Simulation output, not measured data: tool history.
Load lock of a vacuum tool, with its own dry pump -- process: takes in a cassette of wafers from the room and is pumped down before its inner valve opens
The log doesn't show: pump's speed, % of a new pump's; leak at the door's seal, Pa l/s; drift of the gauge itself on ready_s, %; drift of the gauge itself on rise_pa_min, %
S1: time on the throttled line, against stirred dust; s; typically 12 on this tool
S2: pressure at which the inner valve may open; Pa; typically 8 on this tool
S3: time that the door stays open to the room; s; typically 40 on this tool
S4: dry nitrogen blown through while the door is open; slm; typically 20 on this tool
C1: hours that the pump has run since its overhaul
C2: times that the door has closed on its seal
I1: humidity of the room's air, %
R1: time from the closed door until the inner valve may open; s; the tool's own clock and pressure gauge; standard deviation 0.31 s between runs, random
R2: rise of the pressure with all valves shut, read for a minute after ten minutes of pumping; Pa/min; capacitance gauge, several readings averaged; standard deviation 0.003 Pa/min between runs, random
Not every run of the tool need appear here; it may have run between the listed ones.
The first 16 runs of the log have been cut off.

run      day  S1  S2   S3  S4    C1     C2    I1    R1     R2
 17   63.721  12  15   40  20  5239  18377  46.9  29.4  0.095
 18   66.483  12  15   40  20  5306  18595  43.1  29.4  0.091
 19   69.329  17  15   40  19  5374  18820  43.7    33  0.093
 20   74.829  12  15  199  19  5506  19253  43.2  29.8  0.151
 21   77.671  12  15  199  19  5574  19478  50.2  29.4  0.165
 22   82.892  12   9   51  20  5699  19889  45.3  30.3  0.107
 23   86.354  12   9   51  20  5783  20163  43.9  30.9  0.102
 24   89.433  10   8   40  20  5857  20406  44.8  29.7  0.102
 25    93.35  16  12   40  20  5951  20715  44.7  32.7    0.1
 26   98.783  10   8  151  20  6081  21143  43.2  29.9  0.142
 27  104.033  10   8  151  20  6207  21557  45.5  29.6  0.148
 28  108.946  10   8  151  20  6325  21945  44.3  30.1  0.146
 29  114.146  10   8  151  20  6450  22355  45.3  29.2   0.16
 30  117.358  16   6   40  20  6527  22608  48.3  35.3  0.112
 31  122.567  12   7   40  35  6652  23019  42.7  31.2  0.108
 32  125.083  12   7   33  31  6712  23217  43.7  31.3  0.111
 33    129.7  12   7   33  31  6823  23582  45.7  31.4  0.111
 34  132.817  12   7   33  11  6898  23828  45.1  31.5  0.123
 35  137.421  21   7   79  11  7008  24191  44.4  37.4  0.147
 36  140.075  16   6   36  20  7072  24400  45.3  34.7  0.126

Here are 4 independent what-if runs from the current tool condition. What would each one return?
  A  144.525  16   6  133   4  7179  24751  41.3   ?   ?
  B  144.525  12   8   40  40  7179  24751  44.1   ?   ?
  C  144.525  11   6   40  36  7179  24751  43.8   ?   ?
  D  144.525  12   9   40   6  7179  24751    42   ?   ?

run    R1     R2
  A  34.2  0.178
  B  30.6   0.12
  C  31.4  0.118
  D  30.3  0.132
Stripped of hidden state, with their random variation kept, the same runs would have yielded:
run    R1     R2
  A    33  0.085
  B  29.3  0.027
  C  30.1  0.025
  D  29.1   0.04

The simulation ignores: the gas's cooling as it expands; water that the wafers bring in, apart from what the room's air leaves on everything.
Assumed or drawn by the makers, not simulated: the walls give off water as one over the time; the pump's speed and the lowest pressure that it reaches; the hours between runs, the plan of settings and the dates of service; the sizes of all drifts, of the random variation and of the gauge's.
